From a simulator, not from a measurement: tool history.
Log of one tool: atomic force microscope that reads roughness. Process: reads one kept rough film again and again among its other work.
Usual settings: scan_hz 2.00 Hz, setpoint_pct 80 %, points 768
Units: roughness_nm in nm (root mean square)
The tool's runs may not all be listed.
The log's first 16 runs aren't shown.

run,hour,scan_hz,setpoint_pct,points,pictures with this tip,hours of work since the height scale was calibrated,roughness_nm
17,657.6,2.00,80,768,245,643,1.206
# hour 663.3: new tip fitted
18,708.8,2.00,80,304,72,681,1.180
19,756.0,2.00,80,581,146,715,1.202
20,783.3,2.00,77,522,189,736,1.218
# hour 821.1: new tip fitted
21,821.1,2.00,80,366,0,763,1.184
22,873.6,2.00,62,442,83,802,1.312
23,925.9,1.11,64,319,165,841,1.327
24,965.5,0.51,82,301,228,870,1.303
# hour 981.7: new tip fitted
25,1015.4,2.00,56,496,53,906,1.342
26,1066.5,2.00,56,496,133,944,1.337
27,1109.3,0.62,86,286,201,976,1.290
28,1132.7,0.62,86,286,238,993,1.274
# hour 1141.4: new tip fitted
29,1176.5,2.00,85,768,55,1025,1.150
30,1202.0,3.72,73,949,96,1044,1.145
31,1243.0,3.72,73,949,160,1074,1.153
# hour 1270.2: height scale calibrated on a step standard
32,1271.1,0.62,73,289,203,1,1.316
# hour 1299.7: new tip fitted
33,1307.7,2.40,80,352,13,27,1.163
34,1352.7,2.40,80,352,84,61,1.156
35,1396.6,2.40,80,352,153,93,1.149
36,1432.3,2.00,88,768,210,119,1.116

4 ways to go on from here, each from the tool as it stands after run 36. What would each give?
# hour 1459.9: new tip fitted
A,1490.0,2.00,69,768,48,162,?
# hour 1459.9: new tip fitted
B,1490.0,2.77,66,884,48,162,?
# hour 1459.9: new tip fitted
C,1490.0,1.49,86,861,48,162,?
# hour 1459.9: new tip fitted
D,1490.0,3.39,73,993,48,162,?

run,roughness_nm
A,1.280
B,1.268
C,1.203
D,1.182
Without the tool's hidden state the same runs would have given:
run,roughness_nm
A,1.281
B,1.270
C,1.204
D,1.183
